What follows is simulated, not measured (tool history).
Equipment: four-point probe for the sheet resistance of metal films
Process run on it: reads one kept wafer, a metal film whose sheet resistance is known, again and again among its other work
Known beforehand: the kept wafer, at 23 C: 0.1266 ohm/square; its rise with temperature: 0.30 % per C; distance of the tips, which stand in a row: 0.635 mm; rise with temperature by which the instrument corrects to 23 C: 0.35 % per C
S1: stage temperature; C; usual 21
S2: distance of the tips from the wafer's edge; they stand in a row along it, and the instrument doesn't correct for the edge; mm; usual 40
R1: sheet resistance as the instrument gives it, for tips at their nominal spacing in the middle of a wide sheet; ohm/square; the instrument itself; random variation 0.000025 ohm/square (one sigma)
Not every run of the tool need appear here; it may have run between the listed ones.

run 1 hour=0.0 | S1=21 S2=40 | R1=0.126914
run 2 hour=31.7 | S1=21 S2=40 | R1=0.126898
run 3 hour=64.4 | S1=21 S2=6 | R1=0.127694
run 4 hour=93.5 | S1=21 S2=6 | R1=0.127646
run 5 hour=132.5 | S1=21 S2=6 | R1=0.127673
run 6 hour=152.7 | S1=21 S2=6 | R1=0.127608
run 7 hour=184.9 | S1=21 S2=6 | R1=0.127625
run 8 hour=218.1 | S1=21 S2=6 | R1=0.127623
run 9 hour=244.9 | S1=21 S2=6 | R1=0.127591
run 10 hour=264.7 | S1=21 S2=6 | R1=0.127585
run 11 hour=302.6 | S1=21 S2=6 | R1=0.127590
run 12 hour=330.8 | S1=21 S2=17 | R1=0.126894
run 13 hour=352.6 | S1=21 S2=17 | R1=0.126887
run 14 hour=394.6 | S1=21 S2=17 | R1=0.126893
run 15 hour=425.7 | S1=21 S2=17 | R1=0.126787
run 16 hour=466.9 | S1=21 S2=17 | R1=0.126805
run 17 hour=496.0 | S1=21 S2=17 | R1=0.126760
run 18 hour=536.0 | S1=21 S2=17 | R1=0.126760
-- hour=540.0 stage's thermometer calibrated
run 19 hour=577.7 | S1=21 S2=14 | R1=0.126676
run 20 hour=603.3 | S1=21 S2=14 | R1=0.126667
run 21 hour=644.4 | S1=21 S2=14 | R1=0.126614
run 22 hour=685.5 | S1=21 S2=14 | R1=0.126615
-- hour=693.3 stage's thermometer calibrated, once more
run 23 hour=726.1 | S1=26 S2=24 | R1=0.126365
run 24 hour=756.8 | S1=20 S2=39 | R1=0.126800
run 25 hour=781.3 | S1=20 S2=39 | R1=0.126828
run 26 hour=815.6 | S1=33 S2=39 | R1=0.125862
run 27 hour=847.8 | S1=18 S2=39 | R1=0.126900
run 28 hour=882.7 | S1=30 S2=4 | R1=0.127708
run 29 hour=901.0 | S1=25 S2=6 | R1=0.127111
run 30 hour=926.3 | S1=18 S2=6 | R1=0.127628
run 31 hour=964.5 | S1=21 S2=3 | R1=0.129557
run 32 hour=993.3 | S1=21 S2=3 | R1=0.129614
run 33 hour=1033.0 | S1=18 S2=36 | R1=0.126839
run 34 hour=1074.8 | S1=21 S2=41 | R1=0.126589
run 35 hour=1107.0 | S1=21 S2=41 | R1=0.126553
run 36 hour=1144.6 | S1=24 S2=40 | R1=0.126319
run 37 hour=1169.8 | S1=20 S2=6 | R1=0.127332
run 38 hour=1209.5 | S1=20 S2=6 | R1=0.127338
run 39 hour=1248.9 | S1=18 S2=69 | R1=0.126707
run 40 hour=1282.1 | S1=18 S2=69 | R1=0.126648
run 41 hour=1300.6 | S1=18 S2=69 | R1=0.126688
run 42 hour=1331.2 | S1=18 S2=69 | R1=0.126640
run 43 hour=1370.0 | S1=20 S2=5 | R1=0.127566
run 44 hour=1394.3 | S1=20 S2=5 | R1=0.127580

Here are 3 independent what-if runs from the current tool condition. What would each one return?
run A hour=1426.2 | S1=23 S2=29 | R1=?
run B hour=1426.2 | S1=28 S2=10 | R1=?
run C hour=1426.2 | S1=34 S2=12 | R1=?

run=A R1=0.126264
run=B R1=0.126119
run=C R1=0.125647
The same runs, with their run-to-run variation unchanged, on a tool lacking any hidden condition would have given:
run=A R1=0.126645
run=B R1=0.126498
run=C R1=0.126024
